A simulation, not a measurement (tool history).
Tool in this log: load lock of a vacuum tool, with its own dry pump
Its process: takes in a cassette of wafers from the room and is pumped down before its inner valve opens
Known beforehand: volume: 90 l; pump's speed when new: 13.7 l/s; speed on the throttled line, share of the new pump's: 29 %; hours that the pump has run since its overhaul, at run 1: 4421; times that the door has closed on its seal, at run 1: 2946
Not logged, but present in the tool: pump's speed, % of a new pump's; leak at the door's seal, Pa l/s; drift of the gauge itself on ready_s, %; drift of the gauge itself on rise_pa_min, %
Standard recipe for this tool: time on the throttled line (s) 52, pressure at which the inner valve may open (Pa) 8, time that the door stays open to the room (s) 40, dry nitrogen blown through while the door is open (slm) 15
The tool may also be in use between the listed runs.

run	day	time on the throttled line (s)	pressure at which the inner valve may open (Pa)	time that the door stays open to the room (s)	dry nitrogen blown through while the door is open (slm)	hours that the pump has run since its overhaul	times that the door has closed on its seal	incoming humidity of the room's air, %	time from the closed door until the inner valve may open (s)	rise of the pressure with all valves shut (Pa/min)
1	0	52	8	40	15	4421	2946	44.9	101.9	0.056
2	2.646	52	8	40	15	4485	3089	41.7	101	0.062
3	7.725	52	8	40	15	4607	3363	42.3	103.1	0.055
4	13.012	52	8	40	15	4734	3648	43.9	102.7	0.062
5	17.75	52	8	40	15	4847	3903	45.6	101.7	0.062
6	21.092	52	8	40	15	4927	4083	45.5	101.7	0.067
7	24.475	52	8	40	15	5009	4266	46.7	102.5	0.062
8	26.683	52	8	40	15	5062	4385	46.8	102.5	0.076
9	30.538	52	13	40	15	5154	4593	45.1	98.3	0.064
10	33.183	52	13	40	15	5218	4736	46.4	99.6	0.076
11	36.925	27	13	40	15	5307	4937	41.7	81.8	0.065
12	39.383	27	13	40	15	5367	5070	43.2	81.4	0.075
13	41.838	63	13	40	15	5425	5202	42.1	105.6	0.077
14	44.142	63	13	40	15	5481	5326	44.5	107.2	0.08
15	46.583	81	8	72	15	5539	5458	45	122.9	0.09
16	49.004	70	8	51	15	5597	5588	45.6	115.5	0.082
17	51.567	52	8	40	10	5659	5726	43.9	103.2	0.079
18	56.525	26	8	50	15	5778	5994	44.6	85	0.087
19	60.833	35	10	132	21	5881	6226	45.2	89.2	0.108
20	63.325	35	10	132	21	5941	6361	46.3	89.9	0.113
21	68.571	33	9	132	7	6067	6643	49.7	88.4	0.137
22	71.588	33	9	132	7	6139	6806	41.9	87.8	0.127
23	74.1	52	8	130	22	6200	6942	48.2	103.4	0.115
24	77.217	42	8	40	23	6274	7109	42.2	97.3	0.089
25	81.492	42	8	40	23	6377	7340	46.8	96.7	0.091
26	84.808	42	8	40	23	6457	7519	43.4	96.7	0.1

Here are 5 independent what-if runs from the current tool condition. What would each one return?
A	89.804	42	10	31	23	6577	7788	44.2	?	?
B	89.804	69	8	124	23	6577	7788	42.3	?	?
C	89.804	52	8	67	15	6577	7788	44.4	?	?
D	89.804	51	8	28	23	6577	7788	41.8	?	?
E	89.804	52	11	54	21	6577	7788	41.7	?	?

run	time from the closed door until the inner valve may open (s)	rise of the pressure with all valves shut (Pa/min)
A	95.1	0.098
B	115.6	0.12
C	103.2	0.113
D	103.2	0.106
E	100.2	0.107
With no hidden state in the tool, these same runs would have given:
run	time from the closed door until the inner valve may open (s)	rise of the pressure with all valves shut (Pa/min)
A	91.5	0.025
B	112.3	0.048
C	99.5	0.042
D	99.5	0.032
E	96.7	0.035
